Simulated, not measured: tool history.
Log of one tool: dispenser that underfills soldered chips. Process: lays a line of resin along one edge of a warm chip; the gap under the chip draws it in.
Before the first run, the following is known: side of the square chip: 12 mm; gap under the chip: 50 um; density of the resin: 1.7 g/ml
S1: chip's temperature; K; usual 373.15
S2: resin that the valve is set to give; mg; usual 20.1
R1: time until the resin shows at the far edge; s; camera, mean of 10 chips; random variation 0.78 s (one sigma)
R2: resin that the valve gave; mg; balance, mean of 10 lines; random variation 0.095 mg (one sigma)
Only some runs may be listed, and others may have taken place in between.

{"run": 1, "day": 0.0, "S1": 373.15, "S2": 20.1, "R1": 83.9, "R2": 19.47}
{"run": 2, "day": 0.138, "S1": 373.15, "S2": 20.1, "R1": 89.9, "R2": 19.41}
{"day": 0.304, "done": "new syringe of resin"}
{"run": 3, "day": 0.442, "S1": 373.15, "S2": 20.1, "R1": 76.4, "R2": 19.3}
{"run": 4, "day": 0.704, "S1": 373.15, "S2": 20.1, "R1": 88.8, "R2": 19.22}
{"day": 0.85, "done": "new syringe of resin"}
{"run": 5, "day": 0.933, "S1": 373.15, "S2": 20.1, "R1": 77.4, "R2": 19.25}
{"run": 6, "day": 1.1, "S1": 373.15, "S2": 20.1, "R1": 86.3, "R2": 19.16}
{"run": 7, "day": 1.238, "S1": 378.15, "S2": 20.1, "R1": 78.2, "R2": 19.24}
{"day": 1.392, "done": "new syringe of resin"}
{"run": 8, "day": 1.504, "S1": 373.15, "S2": 20.1, "R1": 79, "R2": 19.08}
{"run": 9, "day": 1.642, "S1": 373.15, "S2": 20.1, "R1": 84.9, "R2": 19.12}
{"run": 10, "day": 1.892, "S1": 377.15, "S2": 20.1, "R1": 85.6, "R2": 19.06}
{"day": 1.933, "done": "new syringe of resin"}
{"run": 11, "day": 2.154, "S1": 379.15, "S2": 20.1, "R1": 66.5, "R2": 18.93}
{"run": 12, "day": 2.408, "S1": 386.15, "S2": 20.1, "R1": 62.5, "R2": 19.05}
{"day": 2.467, "done": "new syringe of resin"}
{"run": 13, "day": 2.725, "S1": 386.15, "S2": 20.1, "R1": 56.3, "R2": 18.83}
{"day": 3.012, "done": "new syringe of resin"}
{"run": 14, "day": 3.05, "S1": 386.15, "S2": 20.1, "R1": 50.4, "R2": 18.98}
{"run": 15, "day": 3.371, "S1": 386.15, "S2": 20.1, "R1": 60, "R2": 18.8}
{"day": 3.55, "done": "new syringe of resin"}
{"run": 16, "day": 3.679, "S1": 373.15, "S2": 20.1, "R1": 81.1, "R2": 18.96}
{"run": 17, "day": 3.971, "S1": 373.15, "S2": 20.1, "R1": 95.4, "R2": 18.78}
{"day": 4.104, "done": "new syringe of resin"}
{"run": 18, "day": 4.275, "S1": 373.15, "S2": 20.1, "R1": 81.3, "R2": 18.67}
{"day": 4.542, "done": "dispensing valve cleaned and set on the balance"}
{"run": 19, "day": 4.629, "S1": 369.15, "S2": 20.1, "R1": 108.3, "R2": 19.98}
{"day": 4.696, "done": "new syringe of resin"}
{"run": 20, "day": 4.804, "S1": 369.15, "S2": 20.1, "R1": 90.1, "R2": 20.14}
{"run": 21, "day": 5.067, "S1": 369.15, "S2": 20.1, "R1": 106.7, "R2": 20.02}
{"day": 5.233, "done": "new syringe of resin"}
{"run": 22, "day": 5.233, "S1": 382.15, "S2": 19.1, "R1": 54.3, "R2": 18.76}
{"run": 23, "day": 5.525, "S1": 378.15, "S2": 22, "R1": 74.7, "R2": 21.67}
{"run": 24, "day": 5.679, "S1": 378.15, "S2": 22, "R1": 80.6, "R2": 21.62}
{"day": 5.779, "done": "new syringe of resin"}
{"run": 25, "day": 5.933, "S1": 367.15, "S2": 22.4, "R1": 99, "R2": 21.98}
{"run": 26, "day": 6.125, "S1": 388.15, "S2": 25.7, "R1": 56.1, "R2": 25.16}
{"day": 6.321, "done": "new syringe of resin"}
{"run": 27, "day": 6.321, "S1": 359.15, "S2": 20.8, "R1": 119.3, "R2": 20.41}
{"run": 28, "day": 6.479, "S1": 359.15, "S2": 20.8, "R1": 129.8, "R2": 20.37}
{"run": 29, "day": 6.767, "S1": 384.15, "S2": 21.4, "R1": 67.9, "R2": 20.94}
{"day": 6.879, "done": "new syringe of resin"}
{"run": 30, "day": 7.092, "S1": 384.15, "S2": 21.4, "R1": 59.7, "R2": 20.94}
{"run": 31, "day": 7.238, "S1": 360.15, "S2": 22.9, "R1": 138.9, "R2": 22.33}
{"day": 7.421, "done": "new syringe of resin"}
{"run": 32, "day": 7.421, "S1": 360.15, "S2": 22.9, "R1": 114.2, "R2": 22.22}
{"run": 33, "day": 7.629, "S1": 360.15, "S2": 22.9, "R1": 131.7, "R2": 22.35}
{"run": 34, "day": 7.8, "S1": 373.15, "S2": 24.3, "R1": 91.2, "R2": 23.37}
{"day": 7.962, "done": "new syringe of resin"}
{"run": 35, "day": 8.033, "S1": 373.15, "S2": 24.3, "R1": 76.1, "R2": 23.42}
{"run": 36, "day": 8.329, "S1": 384.15, "S2": 21.5, "R1": 62.4, "R2": 20.82}

Estimate the outcome of run 37 from the log above:
{"day": 8.492, "done": "new syringe of resin"}
{"run": 37, "day": 8.533, "S1": 384.15, "S2": 21.5, "R1": "?", "R2": "?"}

{"run 37": {"R1": 53.7, "R2": 20.64}}
Take away the tool's hidden state, keep the run-to-run variation as it was, and the same run would have given R1 50.4 s, R2 21.43 mg.
